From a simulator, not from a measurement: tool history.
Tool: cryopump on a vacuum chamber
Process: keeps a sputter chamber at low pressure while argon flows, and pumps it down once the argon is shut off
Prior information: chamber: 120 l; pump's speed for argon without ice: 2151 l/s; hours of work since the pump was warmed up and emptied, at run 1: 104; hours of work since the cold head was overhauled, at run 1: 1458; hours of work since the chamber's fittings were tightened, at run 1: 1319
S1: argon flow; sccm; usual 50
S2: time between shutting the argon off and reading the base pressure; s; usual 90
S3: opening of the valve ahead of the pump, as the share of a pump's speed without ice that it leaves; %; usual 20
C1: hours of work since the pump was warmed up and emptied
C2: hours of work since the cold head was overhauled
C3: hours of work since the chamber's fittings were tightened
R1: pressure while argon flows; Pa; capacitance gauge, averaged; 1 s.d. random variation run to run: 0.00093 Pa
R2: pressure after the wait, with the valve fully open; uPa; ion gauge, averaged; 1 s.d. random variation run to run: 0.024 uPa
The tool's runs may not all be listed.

| run | day | S1 | S2 | S3 | C1 | C2 | C3 | R1 | R2 |
|---|---|---|---|---|---|---|---|---|---|
| 1 | 0.000 | 50 | 90 | 20 | 104 | 1458 | 1319 | 0.1989 | 2.29 |
| 2 | 2.175 | 50 | 90 | 20 | 143 | 1497 | 1358 | 0.1990 | 2.34 |
| 3 | 3.983 | 50 | 90 | 20 | 176 | 1530 | 1391 | 0.1993 | 2.48 |
| 4 | 8.271 | 50 | 90 | 20 | 253 | 1607 | 1468 | 0.2020 | 2.55 |
| 5 | 10.908 | 50 | 35 | 20 | 300 | 1654 | 1516 | 0.2031 | 3.77 |
| 6 | 13.246 | 50 | 35 | 20 | 343 | 1697 | 1558 | 0.2038 | 3.99 |
| 7 | 16.108 | 50 | 48 | 20 | 394 | 1748 | 1609 | 0.2043 | 3.49 |
|  | 17.767 | leaking fittings of the chamber tightened, without venting |
| 8 | 19.892 | 50 | 40 | 20 | 461 | 1815 | 38 | 0.2062 | 1.97 |
| 9 | 23.592 | 57 | 224 | 48 | 528 | 1882 | 105 | 0.1074 | 0.61 |
| 10 | 25.496 | 36 | 157 | 33 | 562 | 1916 | 139 | 0.0963 | 0.83 |
| 11 | 29.154 | 87 | 96 | 59 | 628 | 1982 | 205 | 0.1415 | 1.20 |
|  | 29.721 | pump warmed up, emptied and cooled again |
| 12 | 32.838 | 67 | 96 | 31 | 56 | 2044 | 268 | 0.1716 | 1.10 |
| 13 | 34.946 | 95 | 98 | 22 | 94 | 2082 | 306 | 0.3418 | 1.20 |
| 14 | 36.950 | 70 | 153 | 58 | 130 | 2118 | 342 | 0.0994 | 0.94 |

What does the tool deliver on the next run?
| 15 | 38.988 | 96 | 153 | 42 | 167 | 2155 | 379 | ? | ? |

Run 15 yielded R1 0.1862 Pa, R2 1.00 uPa.
With no hidden state in the tool, this same run would have given R1 0.1784 Pa, R2 0.59 uPa.

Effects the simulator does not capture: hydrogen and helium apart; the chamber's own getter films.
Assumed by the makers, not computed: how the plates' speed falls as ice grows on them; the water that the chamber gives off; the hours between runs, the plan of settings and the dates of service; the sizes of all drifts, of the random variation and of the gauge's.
